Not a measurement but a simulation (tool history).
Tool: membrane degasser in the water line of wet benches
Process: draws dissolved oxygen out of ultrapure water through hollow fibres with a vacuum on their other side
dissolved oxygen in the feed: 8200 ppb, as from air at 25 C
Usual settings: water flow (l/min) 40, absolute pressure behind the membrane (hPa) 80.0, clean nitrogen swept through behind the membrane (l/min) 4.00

| run | hour | water flow (l/min) | absolute pressure behind the membrane (hPa) | clean nitrogen swept through behind the membrane (l/min) | dissolved oxygen in the water behind the degasser (ppb) | pressure that the water loses in the fibres (hPa) |
|---|---|---|---|---|---|---|
| 1 | 0.0 | 40 | 80.0 | 4.00 | 125.8 | 567.9 |
| 2 | 151.5 | 50 | 80.0 | 4.00 | 164.0 | 711.8 |
| 3 | 291.2 | 50 | 80.0 | 4.00 | 162.0 | 707.7 |
| 4 | 524.3 | 50 | 80.0 | 3.11 | 197.3 | 712.9 |
| 5 | 756.9 | 50 | 80.0 | 3.11 | 197.7 | 711.8 |
| 6 | 927.8 | 50 | 80.0 | 5.51 | 127.4 | 710.6 |
| 7 | 1137.2 | 40 | 80.0 | 5.58 | 96.0 | 570.1 |
| 8 | 1295.9 | 40 | 80.0 | 5.58 | 97.6 | 570.0 |
| 9 | 1399.3 | 40 | 80.0 | 5.58 | 96.8 | 570.5 |
| 10 | 1509.8 | 40 | 158.9 | 5.58 | 229.7 | 570.3 |
| 11 | 1723.3 | 40 | 158.9 | 5.58 | 224.5 | 572.3 |
| 12 | 1844.7 | 40 | 158.9 | 5.58 | 230.0 | 572.0 |
|  | 1950.7 | vacuum gauge calibrated |
| 13 | 2047.8 | 40 | 158.9 | 5.58 | 226.2 | 571.6 |
| 14 | 2218.2 | 40 | 80.0 | 4.00 | 127.1 | 569.6 |
| 15 | 2341.6 | 63 | 80.0 | 4.00 | 215.6 | 898.4 |
| 16 | 2583.4 | 40 | 80.0 | 1.97 | 228.3 | 571.4 |
| 17 | 2692.7 | 40 | 74.2 | 3.98 | 114.3 | 573.4 |
| 18 | 2838.2 | 42 | 110.6 | 10.73 | 92.6 | 603.9 |

Forecast run 19:
| 19 | 2972.5 | 25 | 56.8 | 8.60 | ? | ? |

{"run 19": {"dissolved oxygen in the water behind the degasser (ppb)": 21.4, "pressure that the water loses in the fibres (hPa)": 360.6}}
Without the tool's hidden state the same run would have given dissolved oxygen in the water behind the degasser (ppb) 20.4, pressure that the water loses in the fibres (hPa) 350.9.

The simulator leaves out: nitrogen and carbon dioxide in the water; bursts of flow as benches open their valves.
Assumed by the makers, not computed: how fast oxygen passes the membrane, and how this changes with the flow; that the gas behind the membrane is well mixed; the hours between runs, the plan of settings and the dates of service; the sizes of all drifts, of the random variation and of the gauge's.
